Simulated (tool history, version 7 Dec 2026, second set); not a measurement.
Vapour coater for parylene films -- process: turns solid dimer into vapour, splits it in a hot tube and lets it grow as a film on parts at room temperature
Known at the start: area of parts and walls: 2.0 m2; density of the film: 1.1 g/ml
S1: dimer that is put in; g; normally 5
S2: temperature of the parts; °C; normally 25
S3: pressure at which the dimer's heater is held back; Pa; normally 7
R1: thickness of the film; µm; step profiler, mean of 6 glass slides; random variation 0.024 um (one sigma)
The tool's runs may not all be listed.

{"run": 1, "hour": 0.0, "S1": 5, "S2": 25, "S3": 7, "R1": 1.65}
{"run": 2, "hour": 50.4, "S1": 8, "S2": 25, "S3": 7, "R1": 2.67}
{"run": 3, "hour": 104.1, "S1": 8, "S2": 25, "S3": 7, "R1": 2.58}
{"run": 4, "hour": 151.5, "S1": 8, "S2": 25, "S3": 7, "R1": 2.59}
{"run": 5, "hour": 199.8, "S1": 8, "S2": 25, "S3": 7, "R1": 2.57}
{"run": 6, "hour": 236.2, "S1": 5, "S2": 25, "S3": 8.62, "R1": 1.54}
{"run": 7, "hour": 287.3, "S1": 5, "S2": 25, "S3": 8.62, "R1": 1.54}
{"run": 8, "hour": 318.9, "S1": 5, "S2": 25, "S3": 7, "R1": 1.54}
{"hour": 363.9, "done": "trap's valve overhauled"}
{"run": 9, "hour": 369.7, "S1": 5, "S2": 25, "S3": 7, "R1": 1.42}
{"run": 10, "hour": 408.3, "S1": 5, "S2": 25, "S3": 7, "R1": 1.43}
{"run": 11, "hour": 440.1, "S1": 5, "S2": 25, "S3": 7, "R1": 1.41}
{"run": 12, "hour": 489.4, "S1": 5, "S2": 25, "S3": 7, "R1": 1.39}
{"run": 13, "hour": 540.1, "S1": 5, "S2": 25, "S3": 7, "R1": 1.42}
{"run": 14, "hour": 582.1, "S1": 5, "S2": 25, "S3": 7, "R1": 1.34}
{"run": 15, "hour": 612.0, "S1": 5, "S2": 25, "S3": 7, "R1": 1.33}
{"hour": 635.1, "done": "trap's valve overhauled, once more"}
{"run": 16, "hour": 646.9, "S1": 5, "S2": 25, "S3": 7, "R1": 1.64}
{"run": 17, "hour": 672.3, "S1": 5, "S2": 25, "S3": 7, "R1": 1.67}
{"run": 18, "hour": 696.4, "S1": 5, "S2": 25, "S3": 7, "R1": 1.66}
{"run": 19, "hour": 733.9, "S1": 5, "S2": 25, "S3": 7, "R1": 1.7}
{"run": 20, "hour": 785.2, "S1": 5, "S2": 25, "S3": 7, "R1": 1.63}
{"run": 21, "hour": 813.6, "S1": 5, "S2": 25, "S3": 7, "R1": 1.63}
{"run": 22, "hour": 862.8, "S1": 5, "S2": 25, "S3": 7, "R1": 1.63}
{"run": 23, "hour": 916.0, "S1": 5, "S2": 25, "S3": 7, "R1": 1.62}
{"run": 24, "hour": 968.7, "S1": 2, "S2": 25, "S3": 7, "R1": 0.6}
{"run": 25, "hour": 1013.8, "S1": 5, "S2": 25, "S3": 6.03, "R1": 1.56}
{"run": 26, "hour": 1057.5, "S1": 5, "S2": 18, "S3": 8.14, "R1": 1.77}
{"run": 27, "hour": 1088.9, "S1": 4, "S2": 20, "S3": 3.84, "R1": 1.51}
{"hour": 1108.5, "done": "trap's valve overhauled"}
{"run": 28, "hour": 1138.0, "S1": 4, "S2": 20, "S3": 4.34, "R1": 1.61}
{"run": 29, "hour": 1168.7, "S1": 4, "S2": 19, "S3": 9.56, "R1": 1.53}
{"run": 30, "hour": 1198.4, "S1": 4, "S2": 19, "S3": 9.56, "R1": 1.51}
{"run": 31, "hour": 1220.1, "S1": 5, "S2": 34, "S3": 2.71, "R1": 1.5}
{"run": 32, "hour": 1273.4, "S1": 3, "S2": 17, "S3": 2.71, "R1": 1.28}
{"run": 33, "hour": 1320.1, "S1": 5, "S2": 18, "S3": 7, "R1": 1.95}
{"run": 34, "hour": 1352.7, "S1": 5, "S2": 18, "S3": 7, "R1": 1.88}
{"run": 35, "hour": 1381.6, "S1": 4, "S2": 22, "S3": 7, "R1": 1.41}
{"run": 36, "hour": 1417.0, "S1": 4, "S2": 22, "S3": 7, "R1": 1.36}
{"run": 37, "hour": 1453.0, "S1": 3, "S2": 18, "S3": 2.1, "R1": 1.21}
{"run": 38, "hour": 1506.9, "S1": 2, "S2": 18, "S3": 6.33, "R1": 0.76}
{"run": 39, "hour": 1554.3, "S1": 3, "S2": 33, "S3": 6.45, "R1": 0.79}
{"hour": 1567.3, "done": "table's thermometer calibrated"}
{"hour": 1585.5, "done": "trap's valve overhauled"}
{"run": 40, "hour": 1605.1, "S1": 3, "S2": 19, "S3": 7, "R1": 1.21}
{"run": 41, "hour": 1656.5, "S1": 3, "S2": 23, "S3": 4.44, "R1": 1.12}
{"run": 42, "hour": 1694.5, "S1": 5, "S2": 25, "S3": 7, "R1": 1.65}
{"run": 43, "hour": 1730.8, "S1": 5, "S2": 20, "S3": 7, "R1": 1.86}
{"run": 44, "hour": 1754.9, "S1": 5, "S2": 26, "S3": 11.8, "R1": 1.53}
{"run": 45, "hour": 1779.8, "S1": 5, "S2": 30, "S3": 7.94, "R1": 1.45}
{"run": 46, "hour": 1816.4, "S1": 4, "S2": 35, "S3": 6.27, "R1": 1.06}
{"run": 47, "hour": 1848.1, "S1": 4, "S2": 31, "S3": 2.45, "R1": 1.26}
{"run": 48, "hour": 1869.9, "S1": 4, "S2": 31, "S3": 2.45, "R1": 1.29}

The same runs without the tool's hidden state, with the same run-to-run variation:
What the log doesn't record here: vapour lost through the trap's worn valve, %; true temperature of the parts over the reading, C; drift of the gauge itself on film_um, %.
run=1 R1=1.72
run=2 R1=2.81
run=3 R1=2.74
run=4 R1=2.79
run=5 R1=2.79
run=6 R1=1.68
run=7 R1=1.71
run=8 R1=1.72
run=9 R1=1.72
run=10 R1=1.74
run=11 R1=1.73
run=12 R1=1.73
run=13 R1=1.79
run=14 R1=1.71
run=15 R1=1.72
run=16 R1=1.68
run=17 R1=1.71
run=18 R1=1.72
run=19 R1=1.77
run=20 R1=1.72
run=21 R1=1.73
run=22 R1=1.74
run=23 R1=1.76
run=24 R1=0.66
run=25 R1=1.74
run=26 R1=1.99
run=27 R1=1.7
run=28 R1=1.66
run=29 R1=1.59
run=30 R1=1.57
run=31 R1=1.57
run=32 R1=1.32
run=33 R1=2.1
run=34 R1=2.04
run=35 R1=1.53
run=36 R1=1.49
run=37 R1=1.3
run=38 R1=0.85
run=39 R1=0.89
run=40 R1=1.22
run=41 R1=1.14
run=42 R1=1.7
run=43 R1=1.93
run=44 R1=1.6
run=45 R1=1.52
run=46 R1=1.12
run=47 R1=1.35
run=48 R1=1.38
